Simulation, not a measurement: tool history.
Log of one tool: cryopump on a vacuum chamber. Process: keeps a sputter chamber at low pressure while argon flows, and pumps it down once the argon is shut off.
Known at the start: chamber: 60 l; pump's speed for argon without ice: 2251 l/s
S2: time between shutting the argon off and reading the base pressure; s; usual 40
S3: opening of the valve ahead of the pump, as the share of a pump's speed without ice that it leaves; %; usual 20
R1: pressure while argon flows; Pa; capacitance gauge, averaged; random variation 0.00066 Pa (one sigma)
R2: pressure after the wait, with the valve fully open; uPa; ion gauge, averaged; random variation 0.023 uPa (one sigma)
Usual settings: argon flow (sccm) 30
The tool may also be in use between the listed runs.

run 1 day=0 | argon_flow_(sccm)=30 S2=40 S3=20 | R1=0.1142 R2=1.77
run 2 day=0.604 | argon_flow_(sccm)=30 S2=40 S3=20 | R1=0.1136 R2=1.88
run 3 day=1.421 | argon_flow_(sccm)=30 S2=40 S3=20 | R1=0.1139 R2=1.91
run 4 day=1.783 | argon_flow_(sccm)=25 S2=40 S3=20 | R1=0.0941 R2=1.92
run 5 day=2.225 | argon_flow_(sccm)=30 S2=23 S3=20 | R1=0.1133 R2=2.35
run 6 day=2.733 | argon_flow_(sccm)=30 S2=40 S3=20 | R1=0.1139 R2=1.87
run 7 day=3.517 | argon_flow_(sccm)=30 S2=40 S3=15 | R1=0.1503 R2=1.89
-- day=3.9 leaking fittings of the chamber tightened, without venting
run 8 day=4.162 | argon_flow_(sccm)=30 S2=40 S3=15 | R1=0.1521 R2=0.79
run 9 day=4.842 | argon_flow_(sccm)=30 S2=40 S3=15 | R1=0.1516 R2=0.81
run 10 day=5.546 | argon_flow_(sccm)=30 S2=40 S3=15 | R1=0.1521 R2=0.78
run 11 day=6.108 | argon_flow_(sccm)=30 S2=40 S3=15 | R1=0.1527 R2=0.77
run 12 day=6.588 | argon_flow_(sccm)=30 S2=40 S3=15 | R1=0.1515 R2=0.78
run 13 day=7.088 | argon_flow_(sccm)=30 S2=40 S3=15 | R1=0.1522 R2=0.75
run 14 day=7.733 | argon_flow_(sccm)=30 S2=40 S3=15 | R1=0.1532 R2=0.82
run 15 day=8.458 | argon_flow_(sccm)=30 S2=40 S3=20 | R1=0.1143 R2=0.8
run 16 day=8.988 | argon_flow_(sccm)=30 S2=40 S3=20 | R1=0.1146 R2=0.79
run 17 day=9.688 | argon_flow_(sccm)=30 S2=40 S3=20 | R1=0.1149 R2=0.83
run 18 day=10.192 | argon_flow_(sccm)=30 S2=40 S3=20 | R1=0.1143 R2=0.79
run 19 day=10.575 | argon_flow_(sccm)=16 S2=40 S3=20 | R1=0.0614 R2=0.82
run 20 day=11.083 | argon_flow_(sccm)=16 S2=52 S3=20 | R1=0.0628 R2=0.7
run 21 day=11.888 | argon_flow_(sccm)=18 S2=60 S3=32 | R1=0.0444 R2=0.64
run 22 day=12.612 | argon_flow_(sccm)=14 S2=150 S3=16 | R1=0.0659 R2=0.41
run 23 day=13.417 | argon_flow_(sccm)=56 S2=89 S3=46 | R1=0.0955 R2=0.5
run 24 day=13.829 | argon_flow_(sccm)=30 S2=117 S3=20 | R1=0.1153 R2=0.45
run 25 day=14.521 | argon_flow_(sccm)=41 S2=117 S3=20 | R1=0.1574 R2=0.42

Run 26 comes next. What will it give?
run 26 day=15.233 | argon_flow_(sccm)=41 S2=197 S3=20 | R1=? R2=?

R1: 0.1564 Pa
R2: 0.39 uPa
Without the tool's hidden state the same run would have given R1 0.1526 Pa, R2 0.28 uPa.
